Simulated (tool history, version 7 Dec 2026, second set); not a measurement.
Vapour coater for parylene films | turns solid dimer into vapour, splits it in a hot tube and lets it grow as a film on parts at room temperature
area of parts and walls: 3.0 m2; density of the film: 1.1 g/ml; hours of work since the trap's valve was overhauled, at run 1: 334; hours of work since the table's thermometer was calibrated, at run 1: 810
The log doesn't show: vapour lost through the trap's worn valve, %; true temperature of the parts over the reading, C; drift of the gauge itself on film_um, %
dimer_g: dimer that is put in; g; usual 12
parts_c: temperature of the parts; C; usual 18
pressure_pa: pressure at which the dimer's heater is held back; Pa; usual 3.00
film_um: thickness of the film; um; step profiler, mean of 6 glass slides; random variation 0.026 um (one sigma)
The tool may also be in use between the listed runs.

run	hour	dimer_g	parts_c	pressure_pa	hours of work since the trap's valve was overhauled	hours of work since the table's thermometer was calibrated	film_um
1	0.0	12	18	3.00	334	810	1.94
2	23.2	12	18	3.00	352	829	1.93
3	49.4	12	14	3.00	373	850	2.09
4	91.9	12	14	3.00	408	884	2.13
5	120.6	12	18	8.43	431	907	1.68
# hour 144.9: trap's valve overhauled
6	164.2	5	18	3.00	15	939	0.88
7	184.1	12	18	3.00	31	955	2.17
8	214.4	12	18	2.28	56	979	2.25
9	233.2	12	18	2.28	71	994	2.21
10	260.3	12	18	2.28	93	1016	2.21
11	281.9	12	18	3.00	110	1033	2.11
12	318.6	12	18	3.00	139	1062	2.08
13	351.4	12	18	3.00	166	1089	2.09
14	374.2	12	18	3.00	184	1107	2.10
15	398.5	12	18	3.00	203	1127	2.07
16	432.5	12	18	3.00	231	1154	2.04
17	471.7	12	18	3.00	262	1185	1.98
18	489.9	12	18	3.00	277	1200	2.10
19	515.0	12	18	3.00	297	1220	2.04
20	544.2	9	18	3.00	320	1243	1.51
21	586.0	9	18	3.00	354	1277	1.50
22	620.4	9	25	3.00	381	1304	1.28
23	654.7	9	25	3.00	409	1332	1.22
# hour 693.9: table's thermometer calibrated
24	693.9	9	25	3.00	439	0	1.21
# hour 707.7: trap's valve overhauled
25	737.5	19	27	7.14	24	32	2.46
26	763.6	14	30	3.00	45	53	1.86
27	793.3	9	24	2.73	69	77	1.36
28	832.6	9	23	2.02	100	108	1.45
29	864.0	8	16	12.00	125	133	1.16
30	882.5	7	11	6.65	140	148	1.28
31	907.8	7	11	6.65	160	168	1.26
32	948.2	7	17	4.23	193	201	1.19
33	987.0	7	17	4.23	224	232	1.12
34	1020.9	7	17	4.23	251	259	1.16
35	1055.5	14	21	5.27	279	287	1.99
36	1079.9	13	11	2.63	299	306	2.57
37	1098.0	6	17	2.49	313	321	1.04
38	1138.8	6	17	2.49	346	354	1.02
39	1181.0	6	23	2.49	380	387	0.89
40	1217.7	10	18	11.25	409	417	1.36
41	1240.3	6	25	4.91	427	435	0.76
# hour 1267.6: trap's valve overhauled
42	1287.2	11	19	8.91	16	469	1.66
43	1330.0	12	11	3.00	50	504	2.46
44	1356.6	12	11	3.00	71	525	2.49
45	1383.5	10	29	9.69	93	547	1.15
46	1422.2	10	29	9.69	124	578	1.16
47	1441.8	9	29	9.69	140	593	1.06

Some steps in film_um between neighbouring runs. How much of each would the tool show without its hidden state too (settings, what came in, random variation), and how much is left for the hidden state, with any gauge scatter that isn't in both results?
Run 5 -> 6: dimer_g 12 -> 5, pressure_pa 8.43 -> 3.00, trap's valve overhauled. film_um -0.80 um: hidden state +0.21, all else -1.01.
Run 6 -> 7: dimer_g 5 -> 12. film_um +1.29 um: hidden state +0.00, all else +1.29.
Run 24 -> 25: dimer_g 9 -> 19, parts_c 25 -> 27, pressure_pa 3.00 -> 7.14, trap's valve overhauled. film_um +1.25 um: hidden state +0.12, all else +1.13.
Run 36 -> 37: dimer_g 13 -> 6, parts_c 11 -> 17, pressure_pa 2.63 -> 2.49. film_um -1.53 um: hidden state +0.13, all else -1.66.
Run 44 -> 45: dimer_g 12 -> 10, parts_c 11 -> 29, pressure_pa 3.00 -> 9.69. film_um -1.34 um: hidden state +0.01, all else -1.35.
